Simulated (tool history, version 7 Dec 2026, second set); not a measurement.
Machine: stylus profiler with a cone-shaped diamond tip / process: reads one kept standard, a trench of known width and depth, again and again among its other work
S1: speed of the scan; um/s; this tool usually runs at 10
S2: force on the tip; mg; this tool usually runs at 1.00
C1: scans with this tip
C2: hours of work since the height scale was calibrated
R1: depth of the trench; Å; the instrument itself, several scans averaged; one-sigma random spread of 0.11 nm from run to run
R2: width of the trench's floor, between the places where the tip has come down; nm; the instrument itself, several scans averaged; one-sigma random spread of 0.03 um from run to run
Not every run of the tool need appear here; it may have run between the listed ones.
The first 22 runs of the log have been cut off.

run	hour	S1	S2	C1	C2	R1	R2
23	1910.7	3	1.87	6160	413	2016.9	97520
24	2015.6	35	0.87	6473	484	2006.3	97250
25	2104.5	2	0.92	6738	544	2008.2	97440
26	2185.6	2	0.92	6981	599	2006.8	97350
27	2281.9	2	0.92	7268	665	2006.4	97400
28	2335.6	8	1.00	7429	701	2006.1	97250
29	2442.5	14	1.07	7748	774	2007.5	97240
30	2545.9	2	0.41	8057	844	1999.2	97240
31	2601.4	2	2.69	8223	882	2017.5	97250

Consider 3 possible next runs. They are alternatives, not a sequence: every one starts from the tool as it was left by run 31. What does each give?
A	2681.1	9	0.98	8461	936	?	?
B	2681.1	2	0.44	8461	936	?	?
C	2681.1	13	1.88	8461	936	?	?

run	R1	R2
A	2004.7	97190
B	1999.0	97250
C	2012.7	97170
Stripped of hidden state, with their random variation kept, the same runs would have yielded:
run	R1	R2
A	2012.5	98210
B	2006.8	98270
C	2020.5	98180
